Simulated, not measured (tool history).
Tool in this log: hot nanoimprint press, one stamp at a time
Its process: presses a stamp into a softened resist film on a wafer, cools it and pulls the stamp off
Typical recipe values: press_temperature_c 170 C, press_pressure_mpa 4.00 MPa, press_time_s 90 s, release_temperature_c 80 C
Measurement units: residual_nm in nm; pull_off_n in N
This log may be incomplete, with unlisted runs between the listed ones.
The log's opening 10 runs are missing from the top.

run	hour	press_temperature_c	press_pressure_mpa	press_time_s	release_temperature_c	residual_nm	pull_off_n
11	334.6	176	4.00	90	80	204.1	132
12	355.6	170	4.00	118	80	233.2	128
# hour 364.0: plate thermocouple calibrated
13	394.4	170	4.00	118	80	233.0	129
14	420.1	170	4.00	118	80	234.2	130
# hour 440.4: stamp cleaned and given a new release coat
15	471.8	170	4.00	118	69	233.9	170
16	517.9	170	4.00	118	69	237.4	175
17	548.1	170	4.00	100	80	251.1	123
18	596.5	159	4.00	113	80	358.3	132
19	641.0	172	3.36	53	80	303.9	130
20	663.5	170	4.06	70	65	279.4	190
21	690.1	170	4.06	70	65	279.4	185
22	716.9	170	4.06	70	65	277.4	186
23	751.2	170	4.06	70	65	281.5	180
24	785.8	165	4.06	126	65	283.9	187
25	812.3	164	4.00	90	85	325.8	110
26	843.0	169	3.36	81	85	297.5	110
27	868.6	170	4.00	167	80	204.5	130
28	893.4	170	3.81	170	75	207.9	146
29	932.9	170	3.81	170	75	211.2	149
# hour 942.9: stamp cleaned and given a new release coat
30	985.5	170	3.55	170	75	217.7	144

What if the next run were any one of these 4? Each begins from the tool's condition after run 30:
A	1013.6	158	2.62	170	75	?	?
B	1013.6	171	3.55	170	87	?	?
C	1013.6	170	3.12	90	78	?	?
D	1013.6	165	5.47	90	83	?	?

run	residual_nm	pull_off_n
A	376.4	147
B	209.3	103
C	286.2	136
D	276.2	119
The same runs, with their run-to-run variation unchanged, on a tool lacking any hidden condition would have given:
run	residual_nm	pull_off_n
A	376.1	147
B	209.0	102
C	285.9	136
D	275.8	119

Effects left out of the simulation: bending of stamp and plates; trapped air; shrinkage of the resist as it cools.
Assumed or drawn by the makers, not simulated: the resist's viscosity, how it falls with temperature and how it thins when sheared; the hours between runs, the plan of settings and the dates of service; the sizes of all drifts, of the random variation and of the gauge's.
